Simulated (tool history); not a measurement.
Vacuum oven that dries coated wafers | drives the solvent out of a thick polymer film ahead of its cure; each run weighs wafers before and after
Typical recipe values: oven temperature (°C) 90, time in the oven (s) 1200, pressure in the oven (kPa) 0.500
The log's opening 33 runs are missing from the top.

Run 34, hour 645.1: usual settings but time in the oven (s) 780, pressure in the oven (kPa) 0.384. Result: solvent left in the film (%) 3.22.
Run 35, hour 665.9: usual settings but time in the oven (s) 780, pressure in the oven (kPa) 0.384. Result: solvent left in the film (%) 3.23.
Run 36, hour 692.4: usual settings but oven temperature (°C) 100, pressure in the oven (kPa) 0.434. Result: solvent left in the film (%) 0.42.
Run 37, hour 704.1: usual settings but oven temperature (°C) 99, time in the oven (s) 780, pressure in the oven (kPa) 0.592. Result: solvent left in the film (%) 1.43.
Run 38, hour 729.6: usual settings but oven temperature (°C) 99, time in the oven (s) 780, pressure in the oven (kPa) 0.592. Result: solvent left in the film (%) 1.38.
Run 39, hour 752.6: usual settings but oven temperature (°C) 81, time in the oven (s) 720, pressure in the oven (kPa) 0.923. Result: solvent left in the film (%) 6.04.
Run 40, hour 770.6: usual settings but oven temperature (°C) 81, time in the oven (s) 840, pressure in the oven (kPa) 0.923. Result: solvent left in the film (%) 5.44.
Run 41, hour 785.1: usual settings but oven temperature (°C) 103, time in the oven (s) 1680. Result: solvent left in the film (%) 0.29.
Run 42, hour 808.7: usual settings but oven temperature (°C) 103, time in the oven (s) 960. Result: solvent left in the film (%) 0.50.
Run 43, hour 832.7: usual settings but oven temperature (°C) 85, time in the oven (s) 1020, pressure in the oven (kPa) 0.669. Result: solvent left in the film (%) 3.72.
Run 44, hour 853.6: usual settings but oven temperature (°C) 94, time in the oven (s) 1620, pressure in the oven (kPa) 0.522. Result: solvent left in the film (%) 0.65.
Run 45, hour 874.6: usual settings but oven temperature (°C) 94, time in the oven (s) 1800, pressure in the oven (kPa) 0.499. Result: solvent left in the film (%) 0.52.
Run 46, hour 886.0: usual settings but pressure in the oven (kPa) 1.296. Result: solvent left in the film (%) 2.13.
Run 47, hour 899.0: usual settings but time in the oven (s) 1560, pressure in the oven (kPa) 0.377. Result: solvent left in the film (%) 0.99.

Consider 3 possible next runs. They are alternatives, not a sequence: every one starts from the tool as it was left by run 47. What does each give?
Run A, hour 920.7: usual settings but oven temperature (°C) 80. Result: solvent left in the film (%) ?.
Run B, hour 920.7: usual settings but oven temperature (°C) 98, time in the oven (s) 1800, pressure in the oven (kPa) 1.417. Result: solvent left in the film (%) ?.
Run C, hour 920.7: usual settings but pressure in the oven (kPa) 0.813. Result: solvent left in the film (%) ?.

run  solvent left in the film (%)
  A                          4.29
  B                          0.73
  C                          1.96
What these runs would have given with no unlogged condition in the tool:
run  solvent left in the film (%)
  A                          4.25
  B                          0.70
  C                          1.93
